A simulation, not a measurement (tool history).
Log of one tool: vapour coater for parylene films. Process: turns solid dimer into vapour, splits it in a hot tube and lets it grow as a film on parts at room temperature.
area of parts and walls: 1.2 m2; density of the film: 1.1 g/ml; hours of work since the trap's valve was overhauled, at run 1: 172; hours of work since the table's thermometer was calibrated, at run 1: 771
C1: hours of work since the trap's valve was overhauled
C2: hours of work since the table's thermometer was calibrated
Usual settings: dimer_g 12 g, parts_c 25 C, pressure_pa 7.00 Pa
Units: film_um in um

run 1 hour=0.0 | dimer_g=12 parts_c=25 pressure_pa=7.00 | C1=172 C2=771 | film_um=3.75
run 2 hour=23.5 | dimer_g=12 parts_c=25 pressure_pa=7.00 | C1=192 C2=792 | film_um=3.71
run 3 hour=57.5 | dimer_g=12 parts_c=25 pressure_pa=7.00 | C1=222 C2=821 | film_um=3.70
-- hour=82.5 trap's valve overhauled
run 4 hour=88.7 | dimer_g=12 parts_c=17 pressure_pa=7.00 | C1=5 C2=845 | film_um=5.91
run 5 hour=109.6 | dimer_g=12 parts_c=17 pressure_pa=7.00 | C1=24 C2=864 | film_um=5.88
run 6 hour=140.0 | dimer_g=12 parts_c=17 pressure_pa=7.00 | C1=50 C2=890 | film_um=5.77
run 7 hour=172.3 | dimer_g=12 parts_c=25 pressure_pa=7.00 | C1=79 C2=919 | film_um=3.93
run 8 hour=191.7 | dimer_g=12 parts_c=25 pressure_pa=4.86 | C1=96 C2=936 | film_um=4.11
run 9 hour=215.3 | dimer_g=12 parts_c=25 pressure_pa=7.00 | C1=117 C2=956 | film_um=3.81
run 10 hour=236.5 | dimer_g=12 parts_c=25 pressure_pa=7.00 | C1=135 C2=975 | film_um=3.76
run 11 hour=256.1 | dimer_g=12 parts_c=25 pressure_pa=7.00 | C1=152 C2=992 | film_um=3.76
run 12 hour=277.5 | dimer_g=12 parts_c=25 pressure_pa=7.00 | C1=171 C2=1011 | film_um=3.67
run 13 hour=308.3 | dimer_g=12 parts_c=22 pressure_pa=7.00 | C1=198 C2=1038 | film_um=4.27
run 14 hour=325.0 | dimer_g=12 parts_c=25 pressure_pa=7.00 | C1=213 C2=1053 | film_um=3.67
run 15 hour=353.2 | dimer_g=5 parts_c=25 pressure_pa=7.00 | C1=238 C2=1078 | film_um=1.49
-- hour=362.7 trap's valve overhauled
run 16 hour=373.8 | dimer_g=12 parts_c=25 pressure_pa=7.00 | C1=10 C2=1092 | film_um=3.88
run 17 hour=400.7 | dimer_g=12 parts_c=36 pressure_pa=7.00 | C1=33 C2=1116 | film_um=2.25
run 18 hour=426.4 | dimer_g=12 parts_c=37 pressure_pa=7.00 | C1=56 C2=1138 | film_um=2.10
run 19 hour=454.7 | dimer_g=12 parts_c=37 pressure_pa=7.00 | C1=81 C2=1163 | film_um=2.13
run 20 hour=471.3 | dimer_g=8 parts_c=37 pressure_pa=8.01 | C1=95 C2=1178 | film_um=1.34
run 21 hour=496.3 | dimer_g=8 parts_c=37 pressure_pa=8.01 | C1=117 C2=1200 | film_um=1.31
run 22 hour=530.3 | dimer_g=6 parts_c=25 pressure_pa=5.43 | C1=147 C2=1230 | film_um=1.94
run 23 hour=546.9 | dimer_g=10 parts_c=26 pressure_pa=5.47 | C1=162 C2=1244 | film_um=3.12
run 24 hour=564.4 | dimer_g=7 parts_c=26 pressure_pa=3.03 | C1=177 C2=1259 | film_um=2.40
run 25 hour=595.1 | dimer_g=10 parts_c=18 pressure_pa=3.25 | C1=204 C2=1286 | film_um=4.99
run 26 hour=624.8 | dimer_g=12 parts_c=25 pressure_pa=3.46 | C1=230 C2=1313 | film_um=4.18
-- hour=640.8 trap's valve overhauled
run 27 hour=648.0 | dimer_g=7 parts_c=35 pressure_pa=7.00 | C1=6 C2=1329 | film_um=1.39
run 28 hour=666.8 | dimer_g=16 parts_c=25 pressure_pa=10.62 | C1=23 C2=1346 | film_um=4.70
run 29 hour=698.7 | dimer_g=9 parts_c=25 pressure_pa=7.00 | C1=51 C2=1374 | film_um=2.85
run 30 hour=732.6 | dimer_g=6 parts_c=20 pressure_pa=5.36 | C1=81 C2=1404 | film_um=2.58
run 31 hour=765.7 | dimer_g=16 parts_c=23 pressure_pa=7.00 | C1=110 C2=1433 | film_um=5.54
run 32 hour=796.2 | dimer_g=15 parts_c=24 pressure_pa=5.08 | C1=136 C2=1460 | film_um=5.22
run 33 hour=811.4 | dimer_g=12 parts_c=31 pressure_pa=3.88 | C1=150 C2=1473 | film_um=3.06
run 34 hour=839.5 | dimer_g=20 parts_c=35 pressure_pa=5.79 | C1=174 C2=1498 | film_um=3.81
run 35 hour=873.6 | dimer_g=12 parts_c=29 pressure_pa=5.59 | C1=204 C2=1527 | film_um=3.14
run 36 hour=900.9 | dimer_g=12 parts_c=35 pressure_pa=11.02 | C1=228 C2=1551 | film_um=1.93
-- hour=919.0 trap's valve overhauled
run 37 hour=935.0 | dimer_g=12 parts_c=35 pressure_pa=11.02 | C1=14 C2=1578 | film_um=2.15

Forecast each of these 3 alternatives for the next run:
run A hour=955.4 | dimer_g=12 parts_c=23 pressure_pa=11.02 | C1=32 C2=1596 | film_um=?
run B hour=955.4 | dimer_g=12 parts_c=25 pressure_pa=7.27 | C1=32 C2=1596 | film_um=?
run C hour=955.4 | dimer_g=17 parts_c=34 pressure_pa=8.20 | C1=32 C2=1596 | film_um=?

run=A film_um=3.91
run=B film_um=3.78
run=C film_um=3.40
Without the tool's hidden state the same runs would have given:
run=A film_um=4.13
run=B film_um=3.99
run=C film_um=3.59
